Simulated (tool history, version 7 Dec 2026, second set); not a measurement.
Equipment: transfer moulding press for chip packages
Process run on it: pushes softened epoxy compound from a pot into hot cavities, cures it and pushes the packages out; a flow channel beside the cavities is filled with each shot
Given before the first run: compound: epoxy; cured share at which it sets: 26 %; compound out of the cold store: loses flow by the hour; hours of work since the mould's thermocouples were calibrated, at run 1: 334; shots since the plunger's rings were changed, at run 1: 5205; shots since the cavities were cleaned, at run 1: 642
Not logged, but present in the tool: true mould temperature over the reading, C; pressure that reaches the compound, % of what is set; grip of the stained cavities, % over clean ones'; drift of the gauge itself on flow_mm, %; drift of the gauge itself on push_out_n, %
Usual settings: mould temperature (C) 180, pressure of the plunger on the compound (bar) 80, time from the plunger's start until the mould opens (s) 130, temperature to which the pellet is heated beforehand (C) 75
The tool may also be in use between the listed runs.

run   hour  mould temperature (C)  pressure of the plunger on the compound (bar)  time from the plunger's start until the mould opens (s)  temperature to which the pellet is heated beforehand (C)  hours of work since the mould's thermocouples were calibrated  shots since the plunger's rings were changed  shots since the cavities were cleaned  incoming compound's hours out of the cold store  length that the compound runs in the flow channel (mm)  greatest force on the pins that push the packages out (N)
  1      0                    180                                             80                                                      130                                                        75                                                            334                                          5205                                    642                                             11.2                                                   611.7                                                        391
  2    9.1                    180                                             80                                                      130                                                        75                                                            341                                          5303                                    740                                             37.4                                                   525.9                                                        385
      17.7  -- cavities cleaned with cleaning compound and waxed
        23  -- plunger's sealing rings changed
  3   24.7                    180                                             80                                                      130                                                        75                                                            350                                            18                                     48                                             10.2                                                   640.4                                                        242
  4   41.9                    180                                           86.8                                                      130                                                        75                                                            363                                           202                                    232                                             23.1                                                   617.8                                                        296
  5   56.6                    180                                           86.8                                                      130                                                        75                                                            374                                           360                                    390                                             33.5                                                   581.5                                                        333
  6   68.4                    180                                           86.8                                                      130                                                        75                                                            383                                           487                                    517                                             42.5                                                   551.5                                                        343
  7     86                    180                                           86.8                                                      130                                                        75                                                            396                                           675                                    705                                               20                                                   628.5                                                        386
      98.4  -- cavities cleaned with cleaning compound and waxed
  8   98.6                    180                                           86.8                                                      130                                                        75                                                            404                                           794                                      2                                              8.1                                                   674.2                                                        222
  9  109.5                    180                                           86.8                                                      130                                                        75                                                            413                                           911                                    119                                             26.4                                                     604                                                        256
 10  122.7                    180                                             80                                                      130                                                        73                                                            423                                          1052                                    260                                             21.6                                                   595.7                                                        308
 11  138.9                    180                                             80                                                      130                                                        73                                                            435                                          1226                                    434                                             33.5                                                   555.7                                                        349
 12  155.1                    180                                             80                                                      130                                                        75                                                            447                                          1399                                    607                                             26.1                                                   579.3                                                        363
 13  170.1                    180                                             80                                                      130                                                        75                                                            459                                          1561                                    769                                             10.4                                                   633.7                                                        404
     176.6  -- cavities cleaned with cleaning compound and waxed
 14  184.8                    180                                             80                                                      130                                                        75                                                            469                                          1702                                     88                                             19.7                                                     600                                                        256
 15    193                    180                                             80                                                      130                                                        75                                                            475                                          1790                                    176                                             46.5                                                   513.4                                                        268
 16  211.8                    180                                             65                                                      154                                                        76                                                            489                                          1991                                    377                                             24.6                                                     524                                                        278
 17  220.3                    180                                           99.5                                                      154                                                        72                                                            495                                          2082                                    468                                             14.8                                                   687.9                                                        298
 18  229.7                    180                                             65                                                      130                                                        84                                                            503                                          2183                                    569                                             47.9                                                   457.8                                                        352
 19  238.6                    180                                             65                                                      130                                                        84                                                            509                                          2278                                    664                                             10.3                                                   568.4                                                        394
 20  246.9                    186                                           70.7                                                      112                                                        85                                                            516                                          2367                                    753                                             12.3                                                   570.2                                                        393
     253.8  -- cavities cleaned with cleaning compound and waxed
 21  266.8                    186                                           70.7                                                      149                                                        80                                                            529                                          2564                                    139                                              9.3                                                   578.6                                                        215
 22  278.1                    186                                           70.7                                                      149                                                        80                                                            538                                          2685                                    260                                             11.8                                                     570                                                        241
 23  294.9                    174                                           75.1                                                      151                                                        74                                                            551                                          2865                                    440                                             27.8                                                   567.9                                                        364
 24  307.9                    174                                           75.1                                                      151                                                        74                                                            561                                          3004                                    579                                              8.9                                                   633.4                                                        414
 25  322.9                    180                                             80                                                      153                                                        76                                                            572                                          3165                                    740                                             45.1                                                   513.1                                                        322
       332  -- cavities cleaned with cleaning compound and waxed
 26  337.2                    185                                           67.8                                                      130                                                        75                                                            582                                          3302                                     55                                             42.4                                                   468.7                                                        197
 27  352.5                    185                                           67.8                                                      130                                                        75                                                            593                                          3467                                    220                                             13.1                                                   552.6                                                        246

Consider 4 possible next runs. They are alternatives, not a sequence: every one starts from the tool as it was left by run 27. What does each give?
  A  365.2                    174                                             80                                                      130                                                        65                                                            603                                          3603                                    356                                             11.8                                                       ?                                                          ?
  B  365.2                    180                                           61.7                                                      130                                                        77                                                            603                                          3603                                    356                                             23.9                                                       ?                                                          ?
  C  365.2                    180                                           67.8                                                      130                                                        75                                                            603                                          3603                                    356                                             40.9                                                       ?                                                          ?
  D  365.2                    179                                           94.3                                                      130                                                        75                                                            603                                          3603                                    356                                             23.2                                                       ?                                                          ?

run  length that the compound runs in the flow channel (mm)  greatest force on the pins that push the packages out (N)
  A                                                     639                                                        506
  B                                                   508.9                                                        325
  C                                                   482.1                                                        328
  D                                                   632.9                                                        361
With the hidden condition removed and each run's random variation left untouched, the same runs would have given:
run  length that the compound runs in the flow channel (mm)  greatest force on the pins that push the packages out (N)
  A                                                   652.7                                                        320
  B                                                     520                                                        212
  C                                                   492.7                                                        212
  D                                                   646.7                                                        234
